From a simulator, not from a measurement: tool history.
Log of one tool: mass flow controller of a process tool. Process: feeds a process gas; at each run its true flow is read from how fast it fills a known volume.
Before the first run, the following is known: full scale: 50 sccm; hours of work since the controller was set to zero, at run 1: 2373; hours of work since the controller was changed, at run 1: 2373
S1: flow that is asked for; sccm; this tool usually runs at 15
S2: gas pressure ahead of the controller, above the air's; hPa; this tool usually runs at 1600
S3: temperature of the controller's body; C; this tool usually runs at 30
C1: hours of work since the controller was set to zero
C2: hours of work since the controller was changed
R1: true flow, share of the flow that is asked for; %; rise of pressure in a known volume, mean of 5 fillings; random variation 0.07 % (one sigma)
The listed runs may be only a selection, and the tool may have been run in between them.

run,hour,S1,S2,S3,C1,C2,R1
1,0.0,15,1600,30,2373,2373,99.33
2,148.2,15,1600,30,2440,2440,99.17
3,277.9,15,1600,30,2497,2497,99.26
4,376.2,15,1600,30,2541,2541,99.33
5,470.7,15,1520,30,2583,2583,99.35
6,609.1,15,1520,30,2645,2645,99.37
7,744.7,15,1520,30,2705,2705,99.44
8,946.0,15,1520,30,2795,2795,99.53
9,1154.0,15,1520,30,2888,2888,99.58
# hour 1165.5: controller's zero set anew
10,1303.3,15,1520,30,61,2954,101.20
11,1402.9,15,1520,30,106,2999,101.28
12,1568.9,15,1520,30,180,3073,101.29
13,1663.2,15,1520,30,222,3115,101.27
# hour 1851.5: controller's zero set anew, once more
14,1874.7,22,1600,37,10,3209,96.87
15,2096.9,9,1530,28,109,3308,96.78
16,2298.4,16,1510,28,199,3398,97.19
17,2432.2,11,1420,29,259,3457,97.02
18,2523.8,11,2330,36,300,3498,96.12
19,2622.7,38,1620,36,344,3542,98.11
20,2816.2,16,1600,24,430,3628,97.68
21,3026.2,16,1600,24,524,3722,97.68
22,3157.1,16,1600,24,582,3780,97.80
23,3345.9,22,1600,21,666,3864,98.44
24,3474.8,11,1910,30,724,3922,97.27
25,3598.7,7,2000,30,779,3977,97.46
26,3712.2,5,2100,36,829,4028,97.70

Branching from run 26: 3 alternative next runs. What would each branch give?
A,3893.1,13,1880,36,910,4108,?
B,3893.1,33,2240,33,910,4108,?
C,3893.1,8,1520,26,910,4108,?

run,R1
A,96.99
B,97.83
C,98.10
Stripped of hidden state, with their random variation kept, the same runs would have yielded:
run,R1
A,96.70
B,98.09
C,97.24
